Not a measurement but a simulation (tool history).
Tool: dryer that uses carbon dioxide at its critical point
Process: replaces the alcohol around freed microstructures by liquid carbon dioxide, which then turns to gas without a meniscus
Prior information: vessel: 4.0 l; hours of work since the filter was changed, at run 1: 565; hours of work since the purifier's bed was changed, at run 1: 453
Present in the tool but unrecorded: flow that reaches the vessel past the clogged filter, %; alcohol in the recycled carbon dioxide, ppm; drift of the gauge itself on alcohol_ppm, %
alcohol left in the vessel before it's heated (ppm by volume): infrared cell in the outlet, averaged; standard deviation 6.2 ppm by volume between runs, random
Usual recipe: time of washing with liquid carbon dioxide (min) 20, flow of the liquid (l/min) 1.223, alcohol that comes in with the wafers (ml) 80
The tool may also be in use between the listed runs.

run	hour	time of washing with liquid carbon dioxide (min)	flow of the liquid (l/min)	alcohol that comes in with the wafers (ml)	hours of work since the filter was changed	hours of work since the purifier's bed was changed	alcohol left in the vessel before it's heated (ppm by volume)
1	0.0	20	1.223	80	565	453	501
# hour 10.7: inlet filter changed
2	16.6	20	1.223	80	4	464	329
3	27.9	20	1.223	80	13	473	348
4	43.3	20	1.223	80	24	484	346
5	59.6	20	1.223	80	36	496	351
6	81.5	20	1.223	80	52	512	354
7	99.2	20	1.223	80	66	526	362
8	115.2	20	1.223	75	77	537	352
9	136.1	20	2.060	80	93	553	115
10	147.0	20	2.060	80	101	561	120
11	168.7	20	2.040	102	117	577	124
12	185.9	20	2.040	102	130	590	123

Run 13 has not been measured yet. What should we expect?
13	207.7	19	1.910	102	146	606	?

alcohol left in the vessel before it's heated (ppm by volume): 141
On a tool with no hidden condition, and with the same random variation, this run would have come out at alcohol left in the vessel before it's heated (ppm by volume) 28.
